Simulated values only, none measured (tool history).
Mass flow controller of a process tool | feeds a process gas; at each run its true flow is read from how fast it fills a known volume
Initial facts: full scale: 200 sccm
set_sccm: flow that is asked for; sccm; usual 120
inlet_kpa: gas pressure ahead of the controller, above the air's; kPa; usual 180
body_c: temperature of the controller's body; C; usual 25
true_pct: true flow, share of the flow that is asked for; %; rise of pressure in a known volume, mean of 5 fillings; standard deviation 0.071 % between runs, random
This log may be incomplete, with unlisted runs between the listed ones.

run    hour  set_sccm  inlet_kpa  body_c  true_pct
  1       0       120        180      25     99.88
  2    58.9       120        180      36     99.08
  3   120.6        25        180      25     99.25
  4   188.6        25        180      25     99.17
  5   243.3        25        180      25     99.13
  6   284.3        25        180      25     99.22
  7   353.8       120        180      23    100.04
  8   410.4       120        180      23    100.03
  9   487.1       120        180      23    100.09
 10   531.8       120        180      25     99.87
 11   580.7       120        180      25     99.83
 12   624.4       120        180      25     99.96
 13   694.9       120        180      25     99.77
 14   748.5        22        180      25      98.9
 15   801.2        22        180      25     98.81
 16   874.4       131        180      25     99.79
 17   933.9       131        180      25     99.97
 18     977       131        180      25    100.04
 19  1031.3       120        153      25    100.08
 20    1095       120        180      25      99.8
 21  1127.5       120        180      25      99.8
 22  1204.4       180        164      24    100.24
 23  1270.3        28        244      34     97.58
 24  1306.5        83        180      22     99.97
 25  1338.2       120        204      31     99.25
 26  1396.2        32        151      40     98.05
 27  1472.6        34        180      22     99.19
 28  1512.6        34        180      22     99.23
 29  1543.9       120        164      25     99.96

Estimate the outcome of run 30 from the log above:
 30  1595.7       152        230      24         ?

Logged for run 30: true_pct 99.67 %.
The same run, on a tool lacking any hidden state, would have yielded true_pct 99.72 %.
